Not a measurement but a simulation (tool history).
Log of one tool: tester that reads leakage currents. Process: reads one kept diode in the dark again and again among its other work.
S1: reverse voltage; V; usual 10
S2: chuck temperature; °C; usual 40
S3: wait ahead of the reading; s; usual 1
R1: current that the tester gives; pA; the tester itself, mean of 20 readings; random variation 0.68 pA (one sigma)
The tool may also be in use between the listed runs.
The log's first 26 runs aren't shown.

{"run": 27, "hour": 536.9, "S1": 6.6, "S2": 52, "S3": 1.19, "R1": 373.78}
{"run": 28, "hour": 556.9, "S1": 2.2, "S2": 27, "S3": 1.69, "R1": 38.61}
{"run": 29, "hour": 584.7, "S1": 2.4, "S2": 40, "S3": 1, "R1": 98.15}
{"run": 30, "hour": 606.2, "S1": 2.4, "S2": 40, "S3": 0.34, "R1": 99.85}
{"run": 31, "hour": 620.6, "S1": 10, "S2": 45, "S3": 3.6, "R1": 302.07}
{"run": 32, "hour": 650.7, "S1": 10, "S2": 37, "S3": 3.6, "R1": 179.39}
{"run": 33, "hour": 667.9, "S1": 1.1, "S2": 53, "S3": 2.21, "R1": 147.61}
{"run": 34, "hour": 689.3, "S1": 1.1, "S2": 23, "S3": 0.5, "R1": 20.03}
{"run": 35, "hour": 714.5, "S1": 10, "S2": 40, "S3": 2.52, "R1": 218.99}
{"run": 36, "hour": 731.7, "S1": 10, "S2": 25, "S3": 0.45, "R1": 86.24}
{"run": 37, "hour": 747.2, "S1": 16.7, "S2": 40, "S3": 1, "R1": 295.5}
{"run": 38, "hour": 777.6, "S1": 10, "S2": 29, "S3": 1, "R1": 107.38}
{"run": 39, "hour": 807.3, "S1": 8.8, "S2": 26, "S3": 3.26, "R1": 79.85}

Forecast each of these 3 alternatives for the next run:
{"run": "A", "hour": 833.6, "S1": 11.2, "S2": 30, "S3": 3.26, "R1": "?"}
{"run": "B", "hour": 833.6, "S1": 18.9, "S2": 28, "S3": 6.84, "R1": "?"}
{"run": "C", "hour": 833.6, "S1": 14.8, "S2": 51, "S3": 3.26, "R1": "?"}

run=A R1=120.81
run=B R1=143.62
run=C R1=549.94
Without the tool's hidden state the same runs would have given:
run=A R1=118.29
run=B R1=135.42
run=C R1=569.34

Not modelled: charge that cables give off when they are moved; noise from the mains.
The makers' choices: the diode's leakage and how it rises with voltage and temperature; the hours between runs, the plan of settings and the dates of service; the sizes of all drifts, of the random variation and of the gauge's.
